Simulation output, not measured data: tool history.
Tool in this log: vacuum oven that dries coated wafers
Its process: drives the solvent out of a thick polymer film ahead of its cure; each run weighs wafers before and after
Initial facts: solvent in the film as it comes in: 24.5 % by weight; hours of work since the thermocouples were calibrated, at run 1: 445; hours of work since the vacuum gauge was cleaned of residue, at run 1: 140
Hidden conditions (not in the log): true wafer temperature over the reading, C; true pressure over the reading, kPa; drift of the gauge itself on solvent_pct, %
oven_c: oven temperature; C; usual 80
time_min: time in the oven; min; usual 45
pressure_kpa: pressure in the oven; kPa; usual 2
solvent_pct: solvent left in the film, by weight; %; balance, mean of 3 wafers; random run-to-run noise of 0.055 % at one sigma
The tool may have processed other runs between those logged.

run,hour,oven_c,time_min,pressure_kpa,hours of work since the thermocouples were calibrated,hours of work since the vacuum gauge was cleaned of residue,solvent_pct
1,0,80,45,2,445,140,2.27
2,17.3,80,45,2,456,150,2.25
3,26,80,45,2,461,156,2.35
4,37.5,80,45,2,468,163,2.25
5,48.8,80,45,2,475,170,2.14
6,59.4,80,45,2,482,176,2.4
7,73.8,80,45,3.56,491,185,3.12
8,90.3,80,45,3.56,501,195,2.95
9,100.4,80,45,2,507,201,2.3
10,113,93,37,2.59,515,209,0.9
11,126.5,80,67,2,523,217,1.33
12,145.3,92,71,4.94,535,229,1.56
# hour 148.2: vacuum gauge cleaned of residue and calibrated
13,157.2,92,71,4.94,541,6,1.73
14,169,80,45,1.27,548,13,1.98
15,181.1,80,45,1.27,556,20,1.98
16,199.9,78,41,2.86,567,32,3.82
# hour 203.7: vacuum gauge cleaned of residue and calibrated, once more
17,217,78,41,2.86,577,8,3.92
18,228.7,88,45,2.44,584,15,1.09

A few steps of solvent_pct between consecutive runs. Split each: what settings, incoming material and random variation would produce without the hidden state, and what is left over for the hidden state, along with gauge scatter present in only one of the two compared results (measured, and without hidden state):
Run 17 -> 18: oven_c 78 -> 88, time_min 41 -> 45, pressure_kpa 2.86 -> 2.44. solvent_pct -2.83 %: hidden state -0.08, all else -2.75.

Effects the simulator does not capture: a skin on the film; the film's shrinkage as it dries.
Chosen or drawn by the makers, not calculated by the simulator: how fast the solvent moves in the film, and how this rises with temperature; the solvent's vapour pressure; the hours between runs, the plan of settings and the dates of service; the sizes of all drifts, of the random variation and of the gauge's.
